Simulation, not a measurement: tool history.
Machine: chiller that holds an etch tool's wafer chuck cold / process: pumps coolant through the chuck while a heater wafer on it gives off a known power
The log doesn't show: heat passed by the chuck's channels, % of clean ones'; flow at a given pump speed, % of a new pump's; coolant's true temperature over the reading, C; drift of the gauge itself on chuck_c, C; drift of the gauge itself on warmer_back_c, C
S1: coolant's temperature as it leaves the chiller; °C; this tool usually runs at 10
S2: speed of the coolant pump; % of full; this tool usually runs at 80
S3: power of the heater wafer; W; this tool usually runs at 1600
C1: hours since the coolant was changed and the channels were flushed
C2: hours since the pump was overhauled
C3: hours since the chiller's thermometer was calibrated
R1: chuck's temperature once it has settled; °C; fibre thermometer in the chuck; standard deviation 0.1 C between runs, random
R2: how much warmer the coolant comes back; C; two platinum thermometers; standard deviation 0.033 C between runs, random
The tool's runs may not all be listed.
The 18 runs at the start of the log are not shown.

| run | hour | S1 | S2 | S3 | C1 | C2 | C3 | R1 | R2 |
|---|---|---|---|---|---|---|---|---|---|
| 19 | 2948.5 | 3 | 81 | 1790 | 4728 | 5762 | 232 | 22.1 | 5.85 |
| 20 | 3040.5 | 3 | 81 | 1790 | 4820 | 5854 | 324 | 22.3 | 5.84 |
| 21 | 3143 | 3 | 81 | 1790 | 4922 | 5956 | 426 | 22.4 | 5.88 |
| 22 | 3349.3 | 7 | 68 | 1458 | 5129 | 6163 | 633 | 25 | 5.71 |
| 23 | 3496.2 | 13 | 99 | 1386 | 5275 | 6309 | 780 | 26.1 | 3.77 |
|  | 3577.8 | coolant changed, channels flushed |
| 24 | 3688.2 | 10 | 72 | 1081 | 110 | 6496 | 966 | 21.7 | 4.1 |
| 25 | 3795.1 | 5 | 80 | 1600 | 217 | 6602 | 1072 | 21 | 5.34 |
| 26 | 3971 | 2 | 60 | 1600 | 393 | 6778 | 1248 | 21.8 | 7.27 |
| 27 | 4153.9 | 2 | 60 | 1600 | 576 | 6961 | 1431 | 21.9 | 7.22 |
| 28 | 4297.3 | 2 | 60 | 1600 | 720 | 7105 | 1575 | 22 | 7.27 |
| 29 | 4445 | 12 | 80 | 1600 | 867 | 7252 | 1722 | 28.3 | 5.41 |
| 30 | 4599.7 | 12 | 80 | 1600 | 1022 | 7407 | 1877 | 28.4 | 5.44 |
| 31 | 4787.7 | 13 | 95 | 2285 | 1210 | 7595 | 2065 | 33.7 | 6.56 |

Consider 3 possible next runs. They are alternatives, not a sequence: every one starts from the tool as it was left by run 31. What does each give?
| A | 4998.1 | 10 | 80 | 1666 | 1420 | 7805 | 2275 | ? | ? |
| B | 4998.1 | 14 | 60 | 1600 | 1420 | 7805 | 2275 | ? | ? |
| C | 4998.1 | 19 | 80 | 1600 | 1420 | 7805 | 2275 | ? | ? |

| run | R1 | R2 |
|---|---|---|
| A | 27.1 | 5.66 |
| B | 34.3 | 7.35 |
| C | 35.5 | 5.47 |
The same runs, with their run-to-run variation unchanged, on a tool lacking any hidden condition would have given:
| run | R1 | R2 |
|---|---|---|
| A | 25.8 | 5.14 |
| B | 32.7 | 6.67 |
| C | 34.2 | 4.97 |
